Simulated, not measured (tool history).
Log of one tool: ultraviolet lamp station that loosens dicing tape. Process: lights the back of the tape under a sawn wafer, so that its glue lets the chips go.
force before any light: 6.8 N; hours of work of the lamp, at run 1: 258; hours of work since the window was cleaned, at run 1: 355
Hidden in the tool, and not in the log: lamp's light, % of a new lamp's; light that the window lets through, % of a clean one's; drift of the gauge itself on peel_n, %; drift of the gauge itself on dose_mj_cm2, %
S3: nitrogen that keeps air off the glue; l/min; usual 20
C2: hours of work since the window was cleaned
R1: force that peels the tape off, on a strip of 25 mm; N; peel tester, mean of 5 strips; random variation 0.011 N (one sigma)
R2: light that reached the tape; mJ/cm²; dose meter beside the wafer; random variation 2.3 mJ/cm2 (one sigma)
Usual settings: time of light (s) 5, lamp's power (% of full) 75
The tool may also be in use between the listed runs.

run 1 hour=0.0 | time_of_light_(s)=5 lamp's_power_(%_of_full)=75 S3=20 | hours_of_work_of_the_lamp=258 C2=355 | R1=0.629 R2=194
run 2 hour=27.4 | time_of_light_(s)=4 lamp's_power_(%_of_full)=75 S3=20 | hours_of_work_of_the_lamp=279 C2=375 | R1=0.934 R2=153
run 3 hour=56.1 | time_of_light_(s)=4 lamp's_power_(%_of_full)=75 S3=20 | hours_of_work_of_the_lamp=301 C2=397 | R1=0.936 R2=154
run 4 hour=83.3 | time_of_light_(s)=5 lamp's_power_(%_of_full)=97 S3=20 | hours_of_work_of_the_lamp=322 C2=418 | R1=0.434 R2=242
run 5 hour=95.2 | time_of_light_(s)=5 lamp's_power_(%_of_full)=97 S3=20 | hours_of_work_of_the_lamp=331 C2=427 | R1=0.448 R2=238
run 6 hour=121.7 | time_of_light_(s)=5 lamp's_power_(%_of_full)=62 S3=20 | hours_of_work_of_the_lamp=351 C2=447 | R1=0.955 R2=155
run 7 hour=149.5 | time_of_light_(s)=5 lamp's_power_(%_of_full)=75 S3=20 | hours_of_work_of_the_lamp=372 C2=468 | R1=0.681 R2=181
run 8 hour=172.5 | time_of_light_(s)=5 lamp's_power_(%_of_full)=75 S3=20 | hours_of_work_of_the_lamp=389 C2=486 | R1=0.694 R2=182
run 9 hour=192.0 | time_of_light_(s)=4 lamp's_power_(%_of_full)=75 S3=20 | hours_of_work_of_the_lamp=404 C2=501 | R1=1.006 R2=144
run 10 hour=206.9 | time_of_light_(s)=5 lamp's_power_(%_of_full)=87 S3=20 | hours_of_work_of_the_lamp=416 C2=512 | R1=0.576 R2=207
run 11 hour=219.6 | time_of_light_(s)=5 lamp's_power_(%_of_full)=75 S3=20 | hours_of_work_of_the_lamp=425 C2=522 | R1=0.715 R2=180
run 12 hour=236.0 | time_of_light_(s)=5 lamp's_power_(%_of_full)=68 S3=13 | hours_of_work_of_the_lamp=438 C2=534 | R1=1.083 R2=163
run 13 hour=251.2 | time_of_light_(s)=5 lamp's_power_(%_of_full)=68 S3=13 | hours_of_work_of_the_lamp=449 C2=546 | R1=1.136 R2=161
run 14 hour=269.4 | time_of_light_(s)=9 lamp's_power_(%_of_full)=70 S3=15 | hours_of_work_of_the_lamp=463 C2=560 | R1=0.377 R2=296
run 15 hour=292.6 | time_of_light_(s)=6 lamp's_power_(%_of_full)=80 S3=21 | hours_of_work_of_the_lamp=481 C2=577 | R1=0.500 R2=226
run 16 hour=308.4 | time_of_light_(s)=6 lamp's_power_(%_of_full)=80 S3=33 | hours_of_work_of_the_lamp=493 C2=589 | R1=0.415 R2=220
run 17 hour=327.5 | time_of_light_(s)=4 lamp's_power_(%_of_full)=66 S3=33 | hours_of_work_of_the_lamp=507 C2=604 | R1=1.129 R2=116
run 18 hour=349.5 | time_of_light_(s)=4 lamp's_power_(%_of_full)=74 S3=20 | hours_of_work_of_the_lamp=524 C2=621 | R1=1.222 R2=133
run 19 hour=375.1 | time_of_light_(s)=4 lamp's_power_(%_of_full)=63 S3=13 | hours_of_work_of_the_lamp=544 C2=640 | R1=1.842 R2=114
run 20 hour=404.3 | time_of_light_(s)=5 lamp's_power_(%_of_full)=96 S3=11 | hours_of_work_of_the_lamp=566 C2=662 | R1=0.741 R2=215
run 21 hour=423.3 | time_of_light_(s)=5 lamp's_power_(%_of_full)=88 S3=20 | hours_of_work_of_the_lamp=580 C2=677 | R1=0.638 R2=192

Forecast each of these 4 alternatives for the next run:
run A hour=444.3 | time_of_light_(s)=5 lamp's_power_(%_of_full)=75 S3=6 | hours_of_work_of_the_lamp=596 C2=693 | R1=? R2=?
run B hour=444.3 | time_of_light_(s)=5 lamp's_power_(%_of_full)=70 S3=30 | hours_of_work_of_the_lamp=596 C2=693 | R1=? R2=?
run C hour=444.3 | time_of_light_(s)=5 lamp's_power_(%_of_full)=75 S3=7 | hours_of_work_of_the_lamp=596 C2=693 | R1=? R2=?
run D hour=444.3 | time_of_light_(s)=7 lamp's_power_(%_of_full)=88 S3=20 | hours_of_work_of_the_lamp=596 C2=693 | R1=? R2=?

run=A R1=1.534 R2=161
run=B R1=0.793 R2=149
run=C R1=1.517 R2=164
run=D R1=0.365 R2=272
Without the tool's hidden state the same runs would have given:
run=A R1=0.952 R2=222
run=B R1=0.462 R2=206
run=C R1=0.932 R2=226
run=D R1=0.266 R2=373
